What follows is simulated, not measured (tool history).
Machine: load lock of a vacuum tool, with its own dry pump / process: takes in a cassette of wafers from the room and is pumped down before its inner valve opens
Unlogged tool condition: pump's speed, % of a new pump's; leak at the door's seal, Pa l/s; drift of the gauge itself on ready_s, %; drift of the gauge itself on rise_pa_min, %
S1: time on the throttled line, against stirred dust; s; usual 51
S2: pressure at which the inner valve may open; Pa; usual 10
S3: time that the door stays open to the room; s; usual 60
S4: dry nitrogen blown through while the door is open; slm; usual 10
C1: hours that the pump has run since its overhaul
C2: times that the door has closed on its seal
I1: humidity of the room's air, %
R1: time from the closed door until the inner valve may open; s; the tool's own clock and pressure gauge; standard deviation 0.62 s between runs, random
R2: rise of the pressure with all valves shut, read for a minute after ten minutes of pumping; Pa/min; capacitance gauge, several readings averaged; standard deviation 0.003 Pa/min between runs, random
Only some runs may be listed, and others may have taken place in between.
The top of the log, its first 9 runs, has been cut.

run,day,S1,S2,S3,S4,C1,C2,I1,R1,R2
10,59.662,51,10,60,15,5609,6262,42.6,92.6,0.053
11,64.842,51,10,60,15,5733,6570,47.3,92.2,0.064
12,70.704,91,10,60,10,5874,6918,44.9,122.2,0.064
13,78.279,91,10,60,10,6056,7367,42.3,121.9,0.063
14,84.871,91,10,60,10,6214,7759,50.8,122.6,0.074
15,93.85,51,10,60,10,6429,8292,44.2,92.6,0.071
16,100.742,51,10,60,10,6595,8701,45.5,93.7,0.075
17,107.696,97,10,60,10,6762,9114,45.3,127.2,0.083
18,115.892,49,10,60,10,6959,9600,48,92.2,0.083
19,122.262,100,16,40,45,7111,9979,50.2,126.6,0.062
20,128.604,51,10,33,10,7264,10355,45.1,93.8,0.076
21,134.333,51,8,60,10,7401,10695,45,94.9,0.082
22,142.812,51,15,60,9,7605,11199,45.7,91.2,0.092
23,150.588,51,15,60,9,7791,11660,47.6,91.5,0.097
24,156.538,51,15,60,9,7934,12013,49.1,92.6,0.102
25,161.762,51,15,60,9,8059,12324,46.1,91.7,0.1
26,170.533,51,10,192,33,8270,12845,45.5,94.6,0.102
27,177.633,51,10,192,33,8440,13266,46.2,94.3,0.104
28,182.925,51,10,192,33,8567,13580,44.1,94.9,0.105
29,190.65,75,15,163,7,8753,14039,42.1,108.7,0.128
30,196.588,75,12,163,8,8895,14391,45.1,110.6,0.129

Run 31 has not been measured yet. What should we expect?
31,205.675,75,12,163,8,9113,14931,49.3,?,?

Run 31 gave R1 110 s, R2 0.144 Pa/min.
On a tool with no hidden condition, and with the same random variation, this run would have come out at R1 107.4 s, R2 0.065 Pa/min.

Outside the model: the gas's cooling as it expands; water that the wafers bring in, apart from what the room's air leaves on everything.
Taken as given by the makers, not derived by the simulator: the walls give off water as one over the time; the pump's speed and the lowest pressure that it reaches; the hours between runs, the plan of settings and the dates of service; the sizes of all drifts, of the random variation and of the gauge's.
